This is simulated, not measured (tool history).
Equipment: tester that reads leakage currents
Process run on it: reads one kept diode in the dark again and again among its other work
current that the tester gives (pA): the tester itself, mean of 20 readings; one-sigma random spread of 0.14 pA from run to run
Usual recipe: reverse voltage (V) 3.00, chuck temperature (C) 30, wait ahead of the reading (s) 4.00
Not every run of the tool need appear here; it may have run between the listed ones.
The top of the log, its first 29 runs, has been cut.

run    hour  reverse voltage (V)  chuck temperature (C)  wait ahead of the reading (s)  current that the tester gives (pA)
 30  1343.3                 9.43                     30                           3.75                              118.12
 31  1405.8                 3.00                     44                           1.37                              210.51
 32  1456.4                 3.00                     44                           1.37                              210.48
 33  1523.3                 3.00                     30                           0.37                               64.43
 34  1579.4                 3.00                     30                           0.37                               64.83
 35  1647.6                 3.15                     29                           0.31                               61.45
 36  1716.0                15.14                     27                           4.00                              116.96
 37  1758.8                 2.23                     22                           4.00                               25.39
 38  1799.0                 2.23                     22                           4.59                               25.44
 39  1858.4                 9.47                     53                           0.79                              806.91
 40  1921.4                 9.47                     22                           0.79                               59.73

Consider 4 possible next runs. They are alternatives, not a sequence: every one starts from the tool as it was left by run 40. What does each give?
  A  1952.5                 3.00                     30                           0.78                                   ?
  B  1952.5                 1.20                     36                           1.28                                   ?
  C  1952.5                 2.05                     48                           7.59                                   ?
  D  1952.5                 6.33                     23                           2.75                                   ?

run  current that the tester gives (pA)
  A                               63.29
  B                               64.23
  C                              233.37
  D                               49.97
Take away the tool's hidden state, keep each run's random variation, and the runs would have read:
run  current that the tester gives (pA)
  A                               65.46
  B                               66.62
  C                              241.69
  D                               51.22
